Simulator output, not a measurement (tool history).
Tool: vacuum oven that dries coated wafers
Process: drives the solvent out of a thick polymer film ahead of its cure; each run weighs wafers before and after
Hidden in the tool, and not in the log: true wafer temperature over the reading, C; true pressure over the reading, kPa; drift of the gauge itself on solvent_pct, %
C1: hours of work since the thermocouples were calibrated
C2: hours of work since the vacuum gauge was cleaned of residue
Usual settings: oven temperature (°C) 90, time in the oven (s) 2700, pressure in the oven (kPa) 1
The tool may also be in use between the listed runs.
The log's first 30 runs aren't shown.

{"run": 31, "day": 11.592, "oven temperature (°C)": 90, "time in the oven (s)": 3180, "pressure in the oven (kPa)": 1.01, "C1": 1295, "C2": 332, "solvent left in the film (%)": 1.16}
{"run": 32, "day": 12.038, "oven temperature (°C)": 84, "time in the oven (s)": 1500, "pressure in the oven (kPa)": 1.52, "C1": 1303, "C2": 340, "solvent left in the film (%)": 5.68}
{"run": 33, "day": 12.55, "oven temperature (°C)": 90, "time in the oven (s)": 2700, "pressure in the oven (kPa)": 2.69, "C1": 1312, "C2": 350, "solvent left in the film (%)": 2.08}
{"run": 34, "day": 12.888, "oven temperature (°C)": 76, "time in the oven (s)": 2700, "pressure in the oven (kPa)": 0.53, "C1": 1318, "C2": 356, "solvent left in the film (%)": 5.18}
{"run": 35, "day": 13.117, "oven temperature (°C)": 93, "time in the oven (s)": 1620, "pressure in the oven (kPa)": 3.47, "C1": 1322, "C2": 360, "solvent left in the film (%)": 3.29}
{"run": 36, "day": 13.571, "oven temperature (°C)": 79, "time in the oven (s)": 3420, "pressure in the oven (kPa)": 1.15, "C1": 1331, "C2": 368, "solvent left in the film (%)": 3.46}
{"run": 37, "day": 13.812, "oven temperature (°C)": 95, "time in the oven (s)": 3660, "pressure in the oven (kPa)": 1.74, "C1": 1335, "C2": 372, "solvent left in the film (%)": 0.67}
{"run": 38, "day": 14.125, "oven temperature (°C)": 88, "time in the oven (s)": 3660, "pressure in the oven (kPa)": 1.74, "C1": 1341, "C2": 378, "solvent left in the film (%)": 1.37}
{"run": 39, "day": 14.479, "oven temperature (°C)": 94, "time in the oven (s)": 1560, "pressure in the oven (kPa)": 1, "C1": 1347, "C2": 384, "solvent left in the film (%)": 2.6}
{"run": 40, "day": 14.908, "oven temperature (°C)": 102, "time in the oven (s)": 4500, "pressure in the oven (kPa)": 0.89, "C1": 1355, "C2": 392, "solvent left in the film (%)": 0.23}
{"run": 41, "day": 15.271, "oven temperature (°C)": 90, "time in the oven (s)": 1920, "pressure in the oven (kPa)": 2.64, "C1": 1361, "C2": 399, "solvent left in the film (%)": 3.15}
{"run": 42, "day": 15.612, "oven temperature (°C)": 100, "time in the oven (s)": 3780, "pressure in the oven (kPa)": 2.05, "C1": 1367, "C2": 405, "solvent left in the film (%)": 0.41}
{"run": 43, "day": 16.104, "oven temperature (°C)": 100, "time in the oven (s)": 4500, "pressure in the oven (kPa)": 0.82, "C1": 1376, "C2": 414, "solvent left in the film (%)": 0.23}
{"run": 44, "day": 16.592, "oven temperature (°C)": 87, "time in the oven (s)": 2160, "pressure in the oven (kPa)": 0.61, "C1": 1385, "C2": 423, "solvent left in the film (%)": 3.02}
{"run": 45, "day": 17.079, "oven temperature (°C)": 87, "time in the oven (s)": 2160, "pressure in the oven (kPa)": 0.61, "C1": 1394, "C2": 431, "solvent left in the film (%)": 3.04}
{"run": 46, "day": 17.325, "oven temperature (°C)": 77, "time in the oven (s)": 4080, "pressure in the oven (kPa)": 1.97, "C1": 1398, "C2": 436, "solvent left in the film (%)": 3.73}
{"run": 47, "day": 17.717, "oven temperature (°C)": 77, "time in the oven (s)": 4080, "pressure in the oven (kPa)": 1.97, "C1": 1405, "C2": 443, "solvent left in the film (%)": 3.69}

Forecast each of these 3 alternatives for the next run:
{"run": "A", "day": 18.15, "oven temperature (°C)": 78, "time in the oven (s)": 2700, "pressure in the oven (kPa)": 1, "C1": 1413, "C2": 451, "solvent left in the film (%)": "?"}
{"run": "B", "day": 18.15, "oven temperature (°C)": 101, "time in the oven (s)": 3660, "pressure in the oven (kPa)": 0.51, "C1": 1413, "C2": 451, "solvent left in the film (%)": "?"}
{"run": "C", "day": 18.15, "oven temperature (°C)": 100, "time in the oven (s)": 4080, "pressure in the oven (kPa)": 1.97, "C1": 1413, "C2": 451, "solvent left in the film (%)": "?"}

run=A solvent_left_in_the_film_(%)=4.86
run=B solvent_left_in_the_film_(%)=0.26
run=C solvent_left_in_the_film_(%)=0.51
Without the tool's hidden state the same runs would have given:
run=A solvent_left_in_the_film_(%)=4.83
run=B solvent_left_in_the_film_(%)=0.26
run=C solvent_left_in_the_film_(%)=0.5
